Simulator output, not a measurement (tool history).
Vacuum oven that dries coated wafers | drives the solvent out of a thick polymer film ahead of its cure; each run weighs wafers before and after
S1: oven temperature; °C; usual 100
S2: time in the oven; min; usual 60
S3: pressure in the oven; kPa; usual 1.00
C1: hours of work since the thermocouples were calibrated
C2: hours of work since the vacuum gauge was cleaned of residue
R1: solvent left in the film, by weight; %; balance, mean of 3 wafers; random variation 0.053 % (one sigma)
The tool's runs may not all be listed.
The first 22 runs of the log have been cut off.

run	day	S1	S2	S3	C1	C2	R1
23	38.742	97	54	1.21	592	901	3.23
24	40.917	97	92	1.21	627	936	1.29
25	43.412	97	92	1.21	668	977	1.40
26	44.917	97	92	1.21	692	1001	1.28
27	46.650	99	56	0.57	720	1029	2.21
28	47.975	99	56	0.57	742	1051	2.27
29	49.771	114	34	2.12	771	1080	1.10
30	51.946	114	34	2.12	806	1115	1.11
31	53.862	114	34	2.12	837	1146	1.05
32	55.962	101	34	0.80	871	1180	4.44
33	58.017	105	52	0.80	904	1214	1.22
34	59.488	100	54	1.00	928	1237	2.26
35	61.329	113	60	1.00	958	1267	0.34
36	63.367	113	60	1.00	991	1300	0.33
37	65.404	113	75	1.00	1024	1333	0.29
38	67.012	113	73	1.00	1050	1359	0.34
# day 67.567: oven's thermocouples calibrated
39	69.329	103	74	0.79	29	1396	0.59
40	70.879	103	62	1.24	54	1421	1.12
# day 72.717: vacuum gauge cleaned of residue and calibrated
41	73.412	85	107	2.28	94	11	4.83
42	74.738	91	88	1.15	115	33	2.90

Each row is a separate what-if for the run after 42, all from the same tool condition, not one after another. Results?
A	75.992	94	37	2.42	136	53	?
B	75.992	109	70	1.00	136	53	?
C	75.992	111	34	2.80	136	53	?

run	R1
A	7.45
B	0.40
C	1.78
Without the tool's unlogged condition, the same runs would have read:
run	R1
A	7.45
B	0.40
C	1.78
